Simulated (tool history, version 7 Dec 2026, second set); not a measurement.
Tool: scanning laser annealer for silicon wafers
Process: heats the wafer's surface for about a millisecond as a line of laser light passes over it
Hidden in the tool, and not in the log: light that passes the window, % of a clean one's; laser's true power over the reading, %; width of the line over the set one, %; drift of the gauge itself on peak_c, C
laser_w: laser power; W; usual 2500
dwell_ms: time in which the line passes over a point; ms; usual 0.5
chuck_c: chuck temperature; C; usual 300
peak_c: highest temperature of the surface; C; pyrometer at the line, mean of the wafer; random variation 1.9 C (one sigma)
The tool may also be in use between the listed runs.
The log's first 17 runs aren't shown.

run	hour	laser_w	dwell_ms	chuck_c	hours of work since the window was cleaned	hours of work since the power meter was calibrated	hours of work since the optics were aligned	peak_c
18	270.3	2500	0.5	300	580	595	690	1138
19	286.2	2500	0.5	300	590	606	700	1138
20	307.4	2227	0.521	300	604	619	714	1047
21	317.8	2227	0.521	300	611	626	720	1051
22	329.9	2572	0.5	262	618	634	728	1126
23	344.4	2572	0.5	262	628	643	738	1126
24	353.9	2311	0.559	318	634	649	744	1123
25	365.5	2311	0.559	318	641	657	751	1122
26	381.9	2311	0.559	318	652	667	762	1121
27	403.3	2395	0.495	309	666	681	776	1104
28	414.4	2395	0.495	309	673	688	783	1103
29	424.5	2273	0.413	283	680	695	789	971
30	439.7	2273	0.413	283	689	705	799	972
31	449.9	2273	0.413	283	696	711	806	975
32	467	2602	0.615	300	707	723	817	1265
33	483.5	2602	0.486	287	718	733	828	1154
34	495.1	2592	0.5	300	725	741	835	1176

Forecast each of these 5 alternatives for the next run:
A	515.5	2585	0.455	314	739	754	848	?
B	515.5	2556	0.5	300	739	754	848	?
C	515.5	2496	0.595	277	739	754	848	?
D	515.5	2500	0.5	326	739	754	848	?
E	515.5	2282	0.546	301	739	754	848	?

run	peak_c
A	1149
B	1162
C	1180
D	1162
E	1088
Without the tool's hidden state the same runs would have given:
run	peak_c
A	1150
B	1163
C	1181
D	1163
E	1089
